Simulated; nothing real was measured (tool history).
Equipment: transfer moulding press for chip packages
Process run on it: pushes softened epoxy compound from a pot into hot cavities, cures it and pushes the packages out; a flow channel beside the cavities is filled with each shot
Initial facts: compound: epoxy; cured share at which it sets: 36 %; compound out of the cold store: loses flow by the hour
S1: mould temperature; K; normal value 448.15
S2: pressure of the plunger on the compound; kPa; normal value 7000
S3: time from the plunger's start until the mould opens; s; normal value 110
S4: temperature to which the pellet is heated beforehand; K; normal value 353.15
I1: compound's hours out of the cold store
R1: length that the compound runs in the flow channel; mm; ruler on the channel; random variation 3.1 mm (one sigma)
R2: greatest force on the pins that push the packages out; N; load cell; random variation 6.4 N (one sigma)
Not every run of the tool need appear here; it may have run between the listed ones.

run,day,S1,S2,S3,S4,I1,R1,R2
1,0.000,448.15,7000,110,353.15,36.0,910,248
2,0.217,448.15,7000,110,353.15,40.2,903,253
3,0.508,448.15,7000,110,353.15,23.0,941,253
4,0.783,448.15,7000,110,353.15,13.4,950,257
5,1.188,448.15,7000,110,353.15,45.1,893,255
6,1.433,448.15,7000,110,353.15,25.9,929,252
# day 1.550: cavities cleaned with cleaning compound and waxed
7,1.758,450.15,7000,110,353.15,33.6,906,234
8,2.038,450.15,7000,110,353.15,34.3,901,241
9,2.250,450.15,7000,110,353.15,41.9,885,237
10,2.550,448.15,7000,110,353.15,32.6,912,242
11,2.725,454.15,6750,146,354.15,19.6,891,229
12,2.908,454.15,6480,116,354.15,16.1,884,227
13,3.125,454.15,6480,116,354.15,48.0,825,234
14,3.442,454.15,6480,116,352.15,44.1,835,226
15,3.800,448.15,7000,117,353.15,33.8,915,242
# day 4.054: cavities cleaned with cleaning compound and waxed
16,4.092,446.15,8200,134,351.15,17.7,1035,234
17,4.438,453.15,5920,135,353.15,33.5,821,213
18,4.692,440.15,8170,116,350.15,25.4,1051,370
19,4.871,455.15,6630,135,359.15,36.7,850,226
20,5.221,455.15,6630,135,359.15,24.3,875,228

Forecast each of these 5 alternatives for the next run:
# day 5.367: plunger's sealing rings changed
A,5.717,448.15,7000,110,347.15,33.6,?,?
# day 5.367: plunger's sealing rings changed
B,5.717,446.15,7560,135,356.15,19.1,?,?
# day 5.367: plunger's sealing rings changed
C,5.717,455.15,7770,135,359.15,24.2,?,?
# day 5.367: plunger's sealing rings changed
D,5.717,448.15,7000,104,353.15,21.5,?,?
# day 5.367: plunger's sealing rings changed
E,5.717,448.15,6630,135,348.15,46.2,?,?

run,R1,R2
A,913,256
B,986,236
C,946,233
D,940,273
E,868,223
Stripped of hidden state, with their random variation kept, the same runs would have yielded:
run,R1,R2
A,913,253
B,986,234
C,946,231
D,939,270
E,868,220

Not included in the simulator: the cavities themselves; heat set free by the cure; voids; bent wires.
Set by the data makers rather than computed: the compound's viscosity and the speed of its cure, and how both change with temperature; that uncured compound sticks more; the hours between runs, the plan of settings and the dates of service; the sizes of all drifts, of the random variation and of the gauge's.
